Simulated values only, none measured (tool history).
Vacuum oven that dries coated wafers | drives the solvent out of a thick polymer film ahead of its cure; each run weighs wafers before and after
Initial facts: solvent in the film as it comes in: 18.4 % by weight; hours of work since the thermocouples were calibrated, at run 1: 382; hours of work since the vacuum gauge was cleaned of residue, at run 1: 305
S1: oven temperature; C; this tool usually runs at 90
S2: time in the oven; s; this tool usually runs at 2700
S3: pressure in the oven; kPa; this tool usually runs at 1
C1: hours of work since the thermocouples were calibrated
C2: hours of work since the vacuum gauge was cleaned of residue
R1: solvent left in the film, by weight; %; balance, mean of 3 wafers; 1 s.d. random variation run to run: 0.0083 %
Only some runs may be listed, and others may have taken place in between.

run 1 day=0 | S1=90 S2=2700 S3=1 | C1=382 C2=305 | R1=1.146
run 2 day=0.638 | S1=90 S2=2700 S3=1 | C1=393 C2=317 | R1=1.161
run 3 day=1.358 | S1=90 S2=2700 S3=1 | C1=406 C2=330 | R1=1.162
run 4 day=1.883 | S1=90 S2=2700 S3=1 | C1=416 C2=339 | R1=1.143
run 5 day=2.404 | S1=90 S2=2700 S3=1 | C1=425 C2=349 | R1=1.168
run 6 day=2.775 | S1=90 S2=2700 S3=1 | C1=432 C2=356 | R1=1.159
run 7 day=3.167 | S1=90 S2=2700 S3=1.2 | C1=439 C2=363 | R1=1.273
run 8 day=3.617 | S1=90 S2=2700 S3=1 | C1=448 C2=371 | R1=1.153
run 9 day=4.25 | S1=90 S2=2700 S3=3.46 | C1=459 C2=382 | R1=2.659
run 10 day=4.925 | S1=90 S2=2700 S3=3.46 | C1=471 C2=395 | R1=2.664
run 11 day=5.7 | S1=90 S2=2700 S3=1 | C1=485 C2=409 | R1=1.148
run 12 day=6.083 | S1=90 S2=2700 S3=1 | C1=492 C2=416 | R1=1.135
run 13 day=6.579 | S1=90 S2=2700 S3=1 | C1=501 C2=425 | R1=1.148
run 14 day=7.004 | S1=90 S2=2700 S3=1 | C1=509 C2=432 | R1=1.164
run 15 day=7.767 | S1=90 S2=2700 S3=1 | C1=523 C2=446 | R1=1.13
run 16 day=8.492 | S1=90 S2=2700 S3=1 | C1=536 C2=460 | R1=1.144
run 17 day=9.054 | S1=90 S2=2700 S3=1 | C1=546 C2=470 | R1=1.151
run 18 day=9.758 | S1=93 S2=2700 S3=1 | C1=559 C2=483 | R1=0.895
run 19 day=10.5 | S1=90 S2=2460 S3=1 | C1=573 C2=496 | R1=1.311
run 20 day=10.908 | S1=75 S2=1860 S3=1.26 | C1=580 C2=504 | R1=5.637
run 21 day=11.254 | S1=88 S2=2700 S3=1 | C1=586 C2=510 | R1=1.352
run 22 day=11.65 | S1=87 S2=3480 S3=2.49 | C1=594 C2=517 | R1=2.088
run 23 day=12.333 | S1=104 S2=3480 S3=1.95 | C1=606 C2=529 | R1=0.776
run 24 day=12.862 | S1=104 S2=3480 S3=1.95 | C1=616 C2=539 | R1=0.762
run 25 day=13.246 | S1=75 S2=2700 S3=1 | C1=623 C2=546 | R1=3.653
run 26 day=13.629 | S1=75 S2=2700 S3=1 | C1=630 C2=553 | R1=3.638
run 27 day=13.95 | S1=75 S2=2700 S3=1 | C1=636 C2=559 | R1=3.641
run 28 day=14.717 | S1=75 S2=2700 S3=1 | C1=649 C2=573 | R1=3.652
run 29 day=15.175 | S1=83 S2=2340 S3=0.95 | C1=658 C2=581 | R1=2.429
run 30 day=15.925 | S1=87 S2=4680 S3=0.52 | C1=671 C2=595 | R1=0.495
run 31 day=16.446 | S1=101 S2=1440 S3=1 | C1=681 C2=604 | R1=1.233
run 32 day=16.883 | S1=86 S2=1800 S3=1 | C1=689 C2=612 | R1=2.854
run 33 day=17.558 | S1=86 S2=1800 S3=1 | C1=701 C2=624 | R1=2.841
run 34 day=18.208 | S1=86 S2=1800 S3=1 | C1=713 C2=636 | R1=2.831
run 35 day=18.804 | S1=90 S2=2700 S3=1.6 | C1=724 C2=647 | R1=1.471
run 36 day=19.204 | S1=90 S2=2700 S3=1.6 | C1=731 C2=654 | R1=1.489
run 37 day=19.708 | S1=91 S2=1320 S3=2.07 | C1=740 C2=664 | R1=3.661
run 38 day=20.029 | S1=91 S2=1320 S3=2.07 | C1=746 C2=669 | R1=3.637

Measured less the same run without the tool's hidden state. The same run-to-run variation is in both; the gauge's scatter may not be:
The tool's hidden condition here consists of: true wafer temperature over the reading, C; true pressure over the reading, kPa; drift of the gauge itself on solvent_pct, %.
run=1 R1=-0.034
run=2 R1=-0.035
run=3 R1=-0.037
run=4 R1=-0.038
run=5 R1=-0.039
run=6 R1=-0.04
run=7 R1=-0.043
run=8 R1=-0.041
run=9 R1=-0.084
run=10 R1=-0.087
run=11 R1=-0.044
run=12 R1=-0.044
run=13 R1=-0.045
run=14 R1=-0.046
run=15 R1=-0.048
run=16 R1=-0.049
run=17 R1=-0.049
run=18 R1=-0.031
run=19 R1=-0.069
run=20 R1=-0.225
run=21 R1=-0.069
run=22 R1=-0.071
run=23 R1=+0.001
run=24 R1=+0.001
run=25 R1=-0.192
run=26 R1=-0.195
run=27 R1=-0.196
run=28 R1=-0.2
run=29 R1=-0.158
run=30 R1=+0.022
run=31 R1=-0.1
run=32 R1=-0.195
run=33 R1=-0.198
run=34 R1=-0.202
run=35 R1=-0.081
run=36 R1=-0.082
run=37 R1=-0.246
run=38 R1=-0.248

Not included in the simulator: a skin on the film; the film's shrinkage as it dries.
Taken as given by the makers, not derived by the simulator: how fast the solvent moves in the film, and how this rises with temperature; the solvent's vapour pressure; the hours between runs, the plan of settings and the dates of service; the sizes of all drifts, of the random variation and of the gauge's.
